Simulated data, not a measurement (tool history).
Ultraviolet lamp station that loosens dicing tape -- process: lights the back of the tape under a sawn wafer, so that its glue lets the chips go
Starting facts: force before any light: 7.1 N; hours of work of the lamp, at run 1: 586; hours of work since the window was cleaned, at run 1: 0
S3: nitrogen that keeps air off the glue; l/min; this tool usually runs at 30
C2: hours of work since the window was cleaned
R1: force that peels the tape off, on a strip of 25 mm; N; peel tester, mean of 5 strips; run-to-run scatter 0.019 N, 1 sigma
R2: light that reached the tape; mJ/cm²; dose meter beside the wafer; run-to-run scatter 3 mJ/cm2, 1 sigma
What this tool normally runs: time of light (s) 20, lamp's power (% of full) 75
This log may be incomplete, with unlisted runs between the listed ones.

{"run": 1, "hour": 0.0, "time of light (s)": 20, "lamp's power (% of full)": 75, "S3": 30, "hours of work of the lamp": 586, "C2": 0, "R1": 1.634, "R2": 327}
{"run": 2, "hour": 79.1, "time of light (s)": 26, "lamp's power (% of full)": 75, "S3": 30, "hours of work of the lamp": 649, "C2": 63, "R1": 1.128, "R2": 406}
{"run": 3, "hour": 165.1, "time of light (s)": 26, "lamp's power (% of full)": 75, "S3": 30, "hours of work of the lamp": 717, "C2": 131, "R1": 1.219, "R2": 385}
{"run": 4, "hour": 265.0, "time of light (s)": 26, "lamp's power (% of full)": 75, "S3": 30, "hours of work of the lamp": 796, "C2": 210, "R1": 1.394, "R2": 357}
{"run": 5, "hour": 364.3, "time of light (s)": 26, "lamp's power (% of full)": 75, "S3": 30, "hours of work of the lamp": 875, "C2": 288, "R1": 1.567, "R2": 329}
{"hour": 402.6, "done": "lamp changed"}
{"run": 6, "hour": 453.9, "time of light (s)": 20, "lamp's power (% of full)": 75, "S3": 30, "hours of work of the lamp": 41, "C2": 359, "R1": 1.167, "R2": 396}
{"run": 7, "hour": 519.7, "time of light (s)": 20, "lamp's power (% of full)": 82, "S3": 30, "hours of work of the lamp": 93, "C2": 411, "R1": 1.087, "R2": 416}
{"hour": 553.6, "done": "window cleaned of glue's vapour"}
{"run": 8, "hour": 580.5, "time of light (s)": 20, "lamp's power (% of full)": 75, "S3": 30, "hours of work of the lamp": 140, "C2": 21, "R1": 1.472, "R2": 344}
{"run": 9, "hour": 621.2, "time of light (s)": 18, "lamp's power (% of full)": 75, "S3": 30, "hours of work of the lamp": 173, "C2": 54, "R1": 1.753, "R2": 303}
{"run": 10, "hour": 664.0, "time of light (s)": 20, "lamp's power (% of full)": 75, "S3": 30, "hours of work of the lamp": 207, "C2": 87, "R1": 1.625, "R2": 328}
{"run": 11, "hour": 752.7, "time of light (s)": 31, "lamp's power (% of full)": 75, "S3": 30, "hours of work of the lamp": 277, "C2": 158, "R1": 0.849, "R2": 481}
{"run": 12, "hour": 811.0, "time of light (s)": 31, "lamp's power (% of full)": 75, "S3": 30, "hours of work of the lamp": 323, "C2": 204, "R1": 0.932, "R2": 458}
{"run": 13, "hour": 899.1, "time of light (s)": 31, "lamp's power (% of full)": 75, "S3": 30, "hours of work of the lamp": 393, "C2": 274, "R1": 0.988, "R2": 437}
{"run": 14, "hour": 960.4, "time of light (s)": 31, "lamp's power (% of full)": 75, "S3": 30, "hours of work of the lamp": 441, "C2": 322, "R1": 1.096, "R2": 416}
{"hour": 998.3, "done": "window cleaned of glue's vapour, once more"}
{"run": 15, "hour": 1003.1, "time of light (s)": 33, "lamp's power (% of full)": 75, "S3": 30, "hours of work of the lamp": 475, "C2": 4, "R1": 0.521, "R2": 579}
{"run": 16, "hour": 1076.8, "time of light (s)": 20, "lamp's power (% of full)": 75, "S3": 14, "hours of work of the lamp": 533, "C2": 62, "R1": 2.009, "R2": 330}
{"run": 17, "hour": 1117.2, "time of light (s)": 20, "lamp's power (% of full)": 75, "S3": 14, "hours of work of the lamp": 565, "C2": 94, "R1": 2.008, "R2": 316}
{"run": 18, "hour": 1176.5, "time of light (s)": 20, "lamp's power (% of full)": 75, "S3": 30, "hours of work of the lamp": 612, "C2": 141, "R1": 1.755, "R2": 309}
{"run": 19, "hour": 1244.3, "time of light (s)": 20, "lamp's power (% of full)": 75, "S3": 30, "hours of work of the lamp": 666, "C2": 195, "R1": 1.877, "R2": 290}
{"run": 20, "hour": 1299.3, "time of light (s)": 20, "lamp's power (% of full)": 75, "S3": 30, "hours of work of the lamp": 709, "C2": 238, "R1": 1.969, "R2": 280}
{"run": 21, "hour": 1342.8, "time of light (s)": 30, "lamp's power (% of full)": 75, "S3": 30, "hours of work of the lamp": 744, "C2": 273, "R1": 1.071, "R2": 409}
{"run": 22, "hour": 1416.1, "time of light (s)": 20, "lamp's power (% of full)": 84, "S3": 46, "hours of work of the lamp": 802, "C2": 331, "R1": 1.708, "R2": 287}
{"run": 23, "hour": 1506.6, "time of light (s)": 20, "lamp's power (% of full)": 84, "S3": 46, "hours of work of the lamp": 873, "C2": 402, "R1": 1.955, "R2": 271}
{"hour": 1548.2, "done": "lamp changed"}
{"hour": 1548.7, "done": "window cleaned of glue's vapour"}
{"run": 24, "hour": 1560.5, "time of light (s)": 20, "lamp's power (% of full)": 100, "S3": 12, "hours of work of the lamp": 9, "C2": 9, "R1": 0.791, "R2": 590}
{"run": 25, "hour": 1644.5, "time of light (s)": 20, "lamp's power (% of full)": 75, "S3": 15, "hours of work of the lamp": 76, "C2": 76, "R1": 1.375, "R2": 424}
{"run": 26, "hour": 1703.9, "time of light (s)": 22, "lamp's power (% of full)": 61, "S3": 30, "hours of work of the lamp": 123, "C2": 123, "R1": 1.389, "R2": 365}
{"run": 27, "hour": 1792.1, "time of light (s)": 22, "lamp's power (% of full)": 61, "S3": 30, "hours of work of the lamp": 193, "C2": 193, "R1": 1.529, "R2": 347}
{"run": 28, "hour": 1860.0, "time of light (s)": 26, "lamp's power (% of full)": 61, "S3": 22, "hours of work of the lamp": 246, "C2": 246, "R1": 1.271, "R2": 393}
{"run": 29, "hour": 1928.4, "time of light (s)": 11, "lamp's power (% of full)": 75, "S3": 49, "hours of work of the lamp": 301, "C2": 301, "R1": 2.596, "R2": 196}
{"run": 30, "hour": 1971.6, "time of light (s)": 11, "lamp's power (% of full)": 99, "S3": 49, "hours of work of the lamp": 335, "C2": 335, "R1": 2.066, "R2": 252}
{"run": 31, "hour": 2030.6, "time of light (s)": 20, "lamp's power (% of full)": 62, "S3": 56, "hours of work of the lamp": 382, "C2": 382, "R1": 1.832, "R2": 277}
{"hour": 2096.6, "done": "window cleaned of glue's vapour"}
{"run": 32, "hour": 2103.6, "time of light (s)": 37, "lamp's power (% of full)": 67, "S3": 13, "hours of work of the lamp": 439, "C2": 6, "R1": 0.774, "R2": 582}
{"run": 33, "hour": 2144.4, "time of light (s)": 20, "lamp's power (% of full)": 79, "S3": 20, "hours of work of the lamp": 471, "C2": 38, "R1": 1.487, "R2": 370}
{"run": 34, "hour": 2197.9, "time of light (s)": 26, "lamp's power (% of full)": 75, "S3": 11, "hours of work of the lamp": 514, "C2": 80, "R1": 1.463, "R2": 427}
{"run": 35, "hour": 2281.9, "time of light (s)": 18, "lamp's power (% of full)": 81, "S3": 14, "hours of work of the lamp": 580, "C2": 147, "R1": 2.248, "R2": 309}
{"run": 36, "hour": 2323.9, "time of light (s)": 11, "lamp's power (% of full)": 88, "S3": 30, "hours of work of the lamp": 613, "C2": 180, "R1": 2.91, "R2": 194}
{"run": 37, "hour": 2365.3, "time of light (s)": 11, "lamp's power (% of full)": 88, "S3": 30, "hours of work of the lamp": 646, "C2": 213, "R1": 2.868, "R2": 196}
{"run": 38, "hour": 2430.8, "time of light (s)": 21, "lamp's power (% of full)": 69, "S3": 30, "hours of work of the lamp": 698, "C2": 265, "R1": 1.932, "R2": 278}
{"run": 39, "hour": 2478.1, "time of light (s)": 21, "lamp's power (% of full)": 69, "S3": 30, "hours of work of the lamp": 735, "C2": 302, "R1": 2.099, "R2": 266}
{"run": 40, "hour": 2571.5, "time of light (s)": 17, "lamp's power (% of full)": 69, "S3": 16, "hours of work of the lamp": 809, "C2": 376, "R1": 3.113, "R2": 199}
{"hour": 2647.5, "done": "window cleaned of glue's vapour"}
{"run": 41, "hour": 2660.8, "time of light (s)": 14, "lamp's power (% of full)": 81, "S3": 30, "hours of work of the lamp": 880, "C2": 11, "R1": 2.788, "R2": 202}
{"hour": 2692.8, "done": "lamp changed"}
{"run": 42, "hour": 2721.5, "time of light (s)": 14, "lamp's power (% of full)": 79, "S3": 30, "hours of work of the lamp": 23, "C2": 58, "R1": 1.653, "R2": 321}

4 options for the next run, each taken on its own from the tool as it stands now. Forecast them:
{"run": "A", "hour": 2804.7, "time of light (s)": 20, "lamp's power (% of full)": 70, "S3": 10, "hours of work of the lamp": 89, "C2": 124, "R1": "?", "R2": "?"}
{"run": "B", "hour": 2804.7, "time of light (s)": 26, "lamp's power (% of full)": 61, "S3": 30, "hours of work of the lamp": 89, "C2": 124, "R1": "?", "R2": "?"}
{"run": "C", "hour": 2804.7, "time of light (s)": 14, "lamp's power (% of full)": 72, "S3": 38, "hours of work of the lamp": 89, "C2": 124, "R1": "?", "R2": "?"}
{"run": "D", "hour": 2804.7, "time of light (s)": 20, "lamp's power (% of full)": 75, "S3": 28, "hours of work of the lamp": 89, "C2": 124, "R1": "?", "R2": "?"}

run=A R1=1.752 R2=386
run=B R1=1.004 R2=437
run=C R1=1.858 R2=280
run=D R1=1.136 R2=416
Stripped of hidden state, with their random variation kept, the same runs would have yielded:
run=A R1=1.558 R2=420
run=B R1=0.853 R2=475
run=C R1=1.659 R2=304
run=D R1=0.975 R2=452

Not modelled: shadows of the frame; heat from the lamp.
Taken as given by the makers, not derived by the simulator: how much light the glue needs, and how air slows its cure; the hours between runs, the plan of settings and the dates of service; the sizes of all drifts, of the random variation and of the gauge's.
